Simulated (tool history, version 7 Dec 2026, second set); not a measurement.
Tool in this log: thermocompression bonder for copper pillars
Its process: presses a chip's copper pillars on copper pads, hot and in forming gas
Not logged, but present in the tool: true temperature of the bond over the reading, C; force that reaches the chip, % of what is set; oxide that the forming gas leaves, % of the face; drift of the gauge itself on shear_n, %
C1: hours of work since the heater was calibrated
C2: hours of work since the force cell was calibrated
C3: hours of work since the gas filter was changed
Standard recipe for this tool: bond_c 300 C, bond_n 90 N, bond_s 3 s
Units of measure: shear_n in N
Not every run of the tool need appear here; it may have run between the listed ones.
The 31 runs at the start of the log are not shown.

{"run": 32, "day": 46.883, "bond_c": 323, "bond_n": 86, "bond_s": 4, "C1": 786, "C2": 1040, "C3": 163, "shear_n": 99.8}
{"run": 33, "day": 48.567, "bond_c": 300, "bond_n": 107, "bond_s": 3, "C1": 806, "C2": 1061, "C3": 184, "shear_n": 93.8}
{"run": 34, "day": 49.638, "bond_c": 300, "bond_n": 107, "bond_s": 3, "C1": 819, "C2": 1073, "C3": 196, "shear_n": 94.9}
{"run": 35, "day": 50.579, "bond_c": 300, "bond_n": 103, "bond_s": 2, "C1": 830, "C2": 1085, "C3": 208, "shear_n": 81.7}
{"run": 36, "day": 52.158, "bond_c": 300, "bond_n": 103, "bond_s": 2, "C1": 849, "C2": 1104, "C3": 227, "shear_n": 83.2}
{"run": 37, "day": 54.079, "bond_c": 300, "bond_n": 103, "bond_s": 2, "C1": 872, "C2": 1127, "C3": 250, "shear_n": 82.3}
{"run": 38, "day": 55.471, "bond_c": 312, "bond_n": 84, "bond_s": 2, "C1": 889, "C2": 1143, "C3": 266, "shear_n": 73.5}
{"run": 39, "day": 57.567, "bond_c": 312, "bond_n": 75, "bond_s": 3, "C1": 914, "C2": 1168, "C3": 291, "shear_n": 75.3}

Here are 5 independent what-if runs from the current tool condition. What would each one return?
{"run": "A", "day": 59.079, "bond_c": 290, "bond_n": 101, "bond_s": 3, "C1": 932, "C2": 1187, "C3": 310, "shear_n": "?"}
{"run": "B", "day": 59.079, "bond_c": 312, "bond_n": 97, "bond_s": 3, "C1": 932, "C2": 1187, "C3": 310, "shear_n": "?"}
{"run": "C", "day": 59.079, "bond_c": 286, "bond_n": 75, "bond_s": 3, "C1": 932, "C2": 1187, "C3": 310, "shear_n": "?"}
{"run": "D", "day": 59.079, "bond_c": 308, "bond_n": 128, "bond_s": 3, "C1": 932, "C2": 1187, "C3": 310, "shear_n": "?"}
{"run": "E", "day": 59.079, "bond_c": 329, "bond_n": 68, "bond_s": 3, "C1": 932, "C2": 1187, "C3": 310, "shear_n": "?"}

run=A shear_n=81.4
run=B shear_n=90.3
run=C shear_n=61.0
run=D shear_n=105.4
run=E shear_n=75.7
With no hidden state in the tool, these same runs would have given:
run=A shear_n=99.8
run=B shear_n=109.1
run=C shear_n=76.5
run=D shear_n=124.7
run=E shear_n=93.0
